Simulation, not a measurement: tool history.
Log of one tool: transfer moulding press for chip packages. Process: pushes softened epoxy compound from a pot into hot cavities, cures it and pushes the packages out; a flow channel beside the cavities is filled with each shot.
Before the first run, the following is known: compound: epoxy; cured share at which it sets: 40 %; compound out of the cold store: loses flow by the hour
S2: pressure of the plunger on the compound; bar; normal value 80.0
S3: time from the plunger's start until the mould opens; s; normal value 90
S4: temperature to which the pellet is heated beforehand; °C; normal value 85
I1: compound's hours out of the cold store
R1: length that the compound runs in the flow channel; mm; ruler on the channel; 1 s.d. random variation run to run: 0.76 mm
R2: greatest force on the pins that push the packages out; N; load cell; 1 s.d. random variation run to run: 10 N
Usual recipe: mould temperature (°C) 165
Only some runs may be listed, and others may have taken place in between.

run 1 hour=0.0 | mould_temperature_(°C)=165 S2=80.0 S3=90 S4=85 | I1=15.8 | R1=617.9 R2=479
run 2 hour=22.2 | mould_temperature_(°C)=165 S2=80.0 S3=90 S4=85 | I1=42.2 | R1=565.8 R2=591
run 3 hour=36.0 | mould_temperature_(°C)=165 S2=80.0 S3=112 S4=85 | I1=38.9 | R1=569.7 R2=623
-- hour=43.0 plunger's sealing rings changed
-- hour=46.3 cavities cleaned with cleaning compound and waxed
run 4 hour=57.1 | mould_temperature_(°C)=165 S2=80.0 S3=112 S4=85 | I1=24.6 | R1=607.2 R2=503
run 5 hour=75.2 | mould_temperature_(°C)=165 S2=60.6 S3=90 S4=85 | I1=42.3 | R1=498.8 R2=631
-- hour=89.5 cavities cleaned with cleaning compound and waxed
run 6 hour=100.7 | mould_temperature_(°C)=165 S2=60.6 S3=90 S4=94 | I1=29.6 | R1=516.8 R2=513
run 7 hour=120.7 | mould_temperature_(°C)=165 S2=60.6 S3=90 S4=94 | I1=8.5 | R1=554.5 R2=640
-- hour=132.0 cavities cleaned with cleaning compound and waxed
run 8 hour=145.1 | mould_temperature_(°C)=165 S2=90.3 S3=90 S4=85 | I1=20.0 | R1=651.2 R2=559
run 9 hour=162.0 | mould_temperature_(°C)=165 S2=80.0 S3=119 S4=85 | I1=12.5 | R1=627.9 R2=590
-- hour=176.8 cavities cleaned with cleaning compound and waxed
run 10 hour=187.3 | mould_temperature_(°C)=165 S2=80.0 S3=119 S4=85 | I1=35.6 | R1=580.2 R2=493
run 11 hour=210.7 | mould_temperature_(°C)=165 S2=80.0 S3=119 S4=85 | I1=43.3 | R1=564.0 R2=597
-- hour=219.8 cavities cleaned with cleaning compound and waxed
run 12 hour=229.1 | mould_temperature_(°C)=165 S2=80.0 S3=119 S4=85 | I1=23.4 | R1=601.8 R2=499
run 13 hour=251.8 | mould_temperature_(°C)=165 S2=80.0 S3=119 S4=85 | I1=47.7 | R1=553.7 R2=608
-- hour=262.3 cavities cleaned with cleaning compound and waxed
run 14 hour=278.2 | mould_temperature_(°C)=165 S2=80.0 S3=119 S4=85 | I1=38.0 | R1=569.2 R2=508
-- hour=294.4 plunger's sealing rings changed
run 15 hour=295.8 | mould_temperature_(°C)=165 S2=64.0 S3=90 S4=83 | I1=29.6 | R1=535.7 R2=653
-- hour=307.9 cavities cleaned with cleaning compound and waxed
run 16 hour=310.1 | mould_temperature_(°C)=165 S2=87.9 S3=81 S4=86 | I1=9.9 | R1=669.0 R2=559
run 17 hour=335.9 | mould_temperature_(°C)=169 S2=80.0 S3=90 S4=85 | I1=18.8 | R1=606.2 R2=583
-- hour=350.9 cavities cleaned with cleaning compound and waxed
run 18 hour=351.6 | mould_temperature_(°C)=169 S2=80.0 S3=90 S4=85 | I1=47.8 | R1=551.3 R2=451
run 19 hour=366.9 | mould_temperature_(°C)=165 S2=80.0 S3=90 S4=76 | I1=15.9 | R1=624.1 R2=574
-- hour=393.4 cavities cleaned with cleaning compound and waxed
run 20 hour=393.4 | mould_temperature_(°C)=163 S2=92.4 S3=90 S4=76 | I1=39.2 | R1=624.8 R2=489
-- hour=397.6 mould's thermocouples calibrated
run 21 hour=418.3 | mould_temperature_(°C)=163 S2=92.4 S3=90 S4=76 | I1=23.6 | R1=661.8 R2=682
run 22 hour=435.7 | mould_temperature_(°C)=165 S2=75.0 S3=90 S4=85 | I1=15.7 | R1=600.7 R2=696
-- hour=438.6 cavities cleaned with cleaning compound and waxed
run 23 hour=450.5 | mould_temperature_(°C)=165 S2=80.0 S3=78 S4=85 | I1=24.7 | R1=602.2 R2=686
run 24 hour=475.7 | mould_temperature_(°C)=165 S2=80.0 S3=81 S4=94 | I1=32.1 | R1=585.8 R2=718
-- hour=481.9 cavities cleaned with cleaning compound and waxed
run 25 hour=501.2 | mould_temperature_(°C)=165 S2=80.0 S3=81 S4=94 | I1=22.5 | R1=601.9 R2=667
run 26 hour=518.8 | mould_temperature_(°C)=165 S2=80.0 S3=81 S4=94 | I1=17.5 | R1=612.3 R2=757
-- hour=525.5 cavities cleaned with cleaning compound and waxed
-- hour=547.8 plunger's sealing rings changed
run 27 hour=548.5 | mould_temperature_(°C)=165 S2=80.0 S3=81 S4=94 | I1=45.5 | R1=567.8 R2=631

Each row is a separate what-if for the run after 27, all from the same tool condition, not one after another. Results?
run A hour=564.3 | mould_temperature_(°C)=165 S2=80.0 S3=126 S4=94 | I1=31.0 | R1=? R2=?
run B hour=564.3 | mould_temperature_(°C)=165 S2=80.0 S3=90 S4=89 | I1=43.1 | R1=? R2=?
run C hour=564.3 | mould_temperature_(°C)=165 S2=69.0 S3=93 S4=84 | I1=40.9 | R1=? R2=?
run D hour=564.3 | mould_temperature_(°C)=165 S2=80.0 S3=90 S4=91 | I1=40.6 | R1=? R2=?

run=A R1=594.4 R2=598
run=B R1=571.6 R2=675
run=C R1=535.9 R2=627
run=D R1=576.8 R2=636
Stripped of hidden state, with their random variation kept, the same runs would have yielded:
run=A R1=597.8 R2=428
run=B R1=574.8 R2=485
run=C R1=539.0 R2=451
run=D R1=580.1 R2=455
